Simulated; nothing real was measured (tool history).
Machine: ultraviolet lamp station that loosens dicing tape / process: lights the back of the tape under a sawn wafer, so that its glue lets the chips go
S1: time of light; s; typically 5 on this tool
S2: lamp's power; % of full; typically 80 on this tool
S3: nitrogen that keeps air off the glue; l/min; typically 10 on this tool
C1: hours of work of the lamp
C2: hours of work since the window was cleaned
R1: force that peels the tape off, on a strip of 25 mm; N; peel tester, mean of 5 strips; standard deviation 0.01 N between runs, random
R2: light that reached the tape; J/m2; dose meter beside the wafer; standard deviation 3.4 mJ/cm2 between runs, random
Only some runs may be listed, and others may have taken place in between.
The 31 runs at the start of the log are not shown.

run	hour	S1	S2	S3	C1	C2	R1	R2
32	496.6	5	80	8	572	149	0.738	4680
33	513.8	7	76	4	580	157	0.732	6150
34	526.1	6	70	9	586	162	0.613	4840
35	537.9	6	70	9	591	168	0.623	4910
36	550.2	3	90	9	596	173	1.441	3120
37	559.5	3	90	9	601	177	1.462	3100
38	576.2	6	76	10	608	185	0.496	5290
39	587.5	5	93	5	613	190	0.831	5350
40	597.7	5	93	5	618	194	0.850	5380
41	615.2	3	80	10	625	202	1.677	2730
42	629.0	5	80	10	632	208	0.663	4570
43	642.0	8	89	10	637	214	0.192	8010
44	661.7	9	86	13	646	223	0.157	8770

Predict each of these 4 candidate next runs independently; none follows another, all start after run 44:
A	674.2	5	74	10	652	228	?	?
B	674.2	8	62	13	652	228	?	?
C	674.2	5	81	17	652	228	?	?
D	674.2	9	61	3	652	228	?	?

run	R1	R2
A	0.807	4240
B	0.351	5600
C	0.457	4550
D	0.889	6130
Had the tool no hidden state, the same runs would have come out as:
run	R1	R2
A	0.545	5090
B	0.234	6720
C	0.297	5470
D	0.609	7380
